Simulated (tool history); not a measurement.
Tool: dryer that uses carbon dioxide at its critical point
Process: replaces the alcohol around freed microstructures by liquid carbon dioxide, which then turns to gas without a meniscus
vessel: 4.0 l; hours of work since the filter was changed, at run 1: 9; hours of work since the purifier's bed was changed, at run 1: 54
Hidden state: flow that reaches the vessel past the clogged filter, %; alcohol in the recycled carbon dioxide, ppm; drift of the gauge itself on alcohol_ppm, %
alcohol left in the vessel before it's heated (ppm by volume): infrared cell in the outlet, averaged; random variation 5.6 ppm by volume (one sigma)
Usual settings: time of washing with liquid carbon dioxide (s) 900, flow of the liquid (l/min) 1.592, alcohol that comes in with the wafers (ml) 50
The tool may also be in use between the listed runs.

run	hour	time of washing with liquid carbon dioxide (s)	flow of the liquid (l/min)	alcohol that comes in with the wafers (ml)	hours of work since the filter was changed	hours of work since the purifier's bed was changed	alcohol left in the vessel before it's heated (ppm by volume)
1	0.0	900	1.592	50	9	54	191
2	8.9	900	1.592	50	13	58	189
3	19.7	900	2.020	50	17	62	85
4	29.2	900	1.592	31	22	67	141
5	40.7	900	1.592	50	27	72	220
6	48.9	900	1.592	50	30	75	216
7	55.5	900	1.592	50	33	78	229
8	66.3	900	1.592	50	38	83	223
9	78.6	900	1.592	50	43	88	228
10	90.0	900	1.400	50	48	93	367
11	102.3	900	1.400	50	53	98	379
12	112.9	900	2.550	50	58	103	63
13	118.3	900	2.660	50	60	105	71
14	125.3	900	2.660	50	63	108	66
15	137.5	900	2.660	50	69	114	69
16	150.6	900	2.660	50	74	119	69
17	159.3	660	1.460	39	78	123	691
18	168.9	660	1.460	39	82	127	698
19	181.4	660	1.460	39	88	133	706
20	190.2	660	1.460	39	91	136	713
21	197.9	660	1.460	39	95	140	757
22	208.1	660	1.460	39	99	144	738
23	216.8	660	1.460	39	103	148	733
24	228.7	660	1.460	39	108	153	755
25	234.2	660	1.530	110	111	156	1724
26	240.3	660	1.530	110	113	158	1810
27	249.1	660	1.530	110	117	162	1804
28	262.0	660	1.530	110	123	168	1826
29	271.2	660	1.530	110	127	172	1875
30	283.2	1380	1.592	28	132	177	102
31	289.3	900	1.592	42	135	180	299

Some steps in alcohol left in the vessel before it's heated (ppm by volume) between neighbouring runs. How much of each would the tool show without its hidden state too (settings, what came in, random variation), and how much is left for the hidden state, with any gauge scatter that isn't in both results?
Run 16 -> 17: time of washing with liquid carbon dioxide (s) 900 -> 660, flow of the liquid (l/min) 2.660 -> 1.460, alcohol that comes in with the wafers (ml) 50 -> 39. alcohol left in the vessel before it's heated (ppm by volume) +622: hidden state +109, all else +513.
Run 24 -> 25: flow of the liquid (l/min) 1.460 -> 1.530, alcohol that comes in with the wafers (ml) 39 -> 110. alcohol left in the vessel before it's heated (ppm by volume) +969: hidden state +249, all else +720.
Run 29 -> 30: time of washing with liquid carbon dioxide (s) 660 -> 1380, flow of the liquid (l/min) 1.530 -> 1.592, alcohol that comes in with the wafers (ml) 110 -> 28. alcohol left in the vessel before it's heated (ppm by volume) -1773: hidden state -483, all else -1290.
